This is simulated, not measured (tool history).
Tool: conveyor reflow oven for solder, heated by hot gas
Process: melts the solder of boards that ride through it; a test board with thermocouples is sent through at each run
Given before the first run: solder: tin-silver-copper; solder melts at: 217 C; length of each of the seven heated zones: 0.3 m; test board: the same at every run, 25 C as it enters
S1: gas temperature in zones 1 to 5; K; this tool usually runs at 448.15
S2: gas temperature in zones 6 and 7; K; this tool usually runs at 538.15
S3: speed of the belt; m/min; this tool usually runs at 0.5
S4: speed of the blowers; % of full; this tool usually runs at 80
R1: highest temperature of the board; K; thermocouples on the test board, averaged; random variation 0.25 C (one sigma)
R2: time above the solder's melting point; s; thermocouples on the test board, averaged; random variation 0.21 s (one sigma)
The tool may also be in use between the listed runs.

{"run": 1, "hour": 0.0, "S1": 448.15, "S2": 538.15, "S3": 0.5, "S4": 80, "R1": 526.55, "R2": 55.6}
{"run": 2, "hour": 38.2, "S1": 448.15, "S2": 538.15, "S3": 0.5, "S4": 80, "R1": 526.05, "R2": 55.3}
{"run": 3, "hour": 64.8, "S1": 448.15, "S2": 538.15, "S3": 0.5, "S4": 80, "R1": 525.95, "R2": 55.6}
{"run": 4, "hour": 115.3, "S1": 448.15, "S2": 538.15, "S3": 0.421, "S4": 80, "R1": 528.65, "R2": 69.9}
{"run": 5, "hour": 171.4, "S1": 448.15, "S2": 538.15, "S3": 0.5, "S4": 80, "R1": 525.55, "R2": 55.5}
{"run": 6, "hour": 202.0, "S1": 448.15, "S2": 538.15, "S3": 0.5, "S4": 90, "R1": 527.65, "R2": 57.4}
{"run": 7, "hour": 242.0, "S1": 448.15, "S2": 538.15, "S3": 0.555, "S4": 90, "R1": 524.55, "R2": 49.6}
{"run": 8, "hour": 277.0, "S1": 448.15, "S2": 538.15, "S3": 0.555, "S4": 90, "R1": 524.95, "R2": 49.4}
{"run": 9, "hour": 339.7, "S1": 448.15, "S2": 538.15, "S3": 0.555, "S4": 90, "R1": 524.25, "R2": 49.2}
{"run": 10, "hour": 395.8, "S1": 448.15, "S2": 538.15, "S3": 0.555, "S4": 90, "R1": 524.25, "R2": 48.8}
{"run": 11, "hour": 421.3, "S1": 448.15, "S2": 538.15, "S3": 0.555, "S4": 90, "R1": 523.85, "R2": 48.9}
{"run": 12, "hour": 450.6, "S1": 448.15, "S2": 538.15, "S3": 0.5, "S4": 80, "R1": 524.65, "R2": 54.6}
{"run": 13, "hour": 490.2, "S1": 448.15, "S2": 538.15, "S3": 0.5, "S4": 80, "R1": 524.15, "R2": 54.6}
{"run": 14, "hour": 525.4, "S1": 448.15, "S2": 538.15, "S3": 0.5, "S4": 80, "R1": 524.05, "R2": 54.5}
{"run": 15, "hour": 571.8, "S1": 453.15, "S2": 548.15, "S3": 0.538, "S4": 58, "R1": 523.35, "R2": 49.7}
{"run": 16, "hour": 626.9, "S1": 453.15, "S2": 548.15, "S3": 0.538, "S4": 58, "R1": 523.35, "R2": 49.4}
{"hour": 649.8, "done": "flux residue cleaned out of gas plates and filters"}
{"run": 17, "hour": 670.7, "S1": 453.15, "S2": 548.15, "S3": 0.538, "S4": 58, "R1": 525.35, "R2": 51}
{"run": 18, "hour": 720.7, "S1": 448.15, "S2": 538.15, "S3": 0.5, "S4": 62, "R1": 520.35, "R2": 50.2}
{"run": 19, "hour": 765.8, "S1": 448.15, "S2": 538.15, "S3": 0.5, "S4": 62, "R1": 520.65, "R2": 50.4}

What does the tool deliver on the next run?
{"run": 20, "hour": 822.8, "S1": 448.15, "S2": 538.15, "S3": 0.5, "S4": 62, "R1": "?", "R2": "?"}

Run 20 came out at R1 519.85 K, R2 50.3 s.
On a tool with no hidden condition, and with the same random variation, this run would have come out at R1 520.45 K, R2 50.2 s.
